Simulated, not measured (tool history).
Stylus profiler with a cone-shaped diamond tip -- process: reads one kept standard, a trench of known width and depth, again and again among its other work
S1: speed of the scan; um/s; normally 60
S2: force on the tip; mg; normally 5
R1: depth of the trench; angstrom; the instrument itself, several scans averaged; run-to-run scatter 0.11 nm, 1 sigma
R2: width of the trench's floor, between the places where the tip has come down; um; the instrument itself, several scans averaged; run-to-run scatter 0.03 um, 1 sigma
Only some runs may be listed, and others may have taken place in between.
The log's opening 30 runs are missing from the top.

| run | day | S1 | S2 | R1 | R2 |
|---|---|---|---|---|---|
| 31 | 58.946 | 36 | 1.96 | 2013.7 | 28.09 |
| 32 | 60.529 | 58 | 6.05 | 2030.4 | 28.13 |
| 33 | 61.7 | 58 | 6.05 | 2029.4 | 28.13 |
| 34 | 63.142 | 58 | 6.05 | 2030.2 | 28.18 |
| 35 | 64.329 | 164 | 1.92 | 2012.9 | 27.58 |
| 36 | 65.542 | 33 | 2.14 | 2014.4 | 28.15 |
| 37 | 66.967 | 16 | 5 | 2025.4 | 28.25 |
| 38 | 68.379 | 16 | 5 | 2024.3 | 28.15 |
| 39 | 70.867 | 76 | 9.62 | 2040.1 | 28.18 |
| 40 | 73.029 | 21 | 9.89 | 2042.4 | 28.13 |

Below are 4 alternative next runs, each starting from the tool's condition after run 40. Predict each:
| A | 74.442 | 24 | 2.59 | ? | ? |
| B | 74.442 | 25 | 14.04 | ? | ? |
| C | 74.442 | 60 | 2.84 | ? | ? |
| D | 74.442 | 36 | 1.87 | ? | ? |

| run | R1 | R2 |
|---|---|---|
| A | 2018.4 | 28.14 |
| B | 2050.4 | 28.16 |
| C | 2017.6 | 28.08 |
| D | 2014 | 28.12 |
What these runs would have given with no unlogged condition in the tool:
| run | R1 | R2 |
|---|---|---|
| A | 2018.3 | 28.15 |
| B | 2050.4 | 28.17 |
| C | 2017.5 | 28.08 |
| D | 2014 | 28.12 |
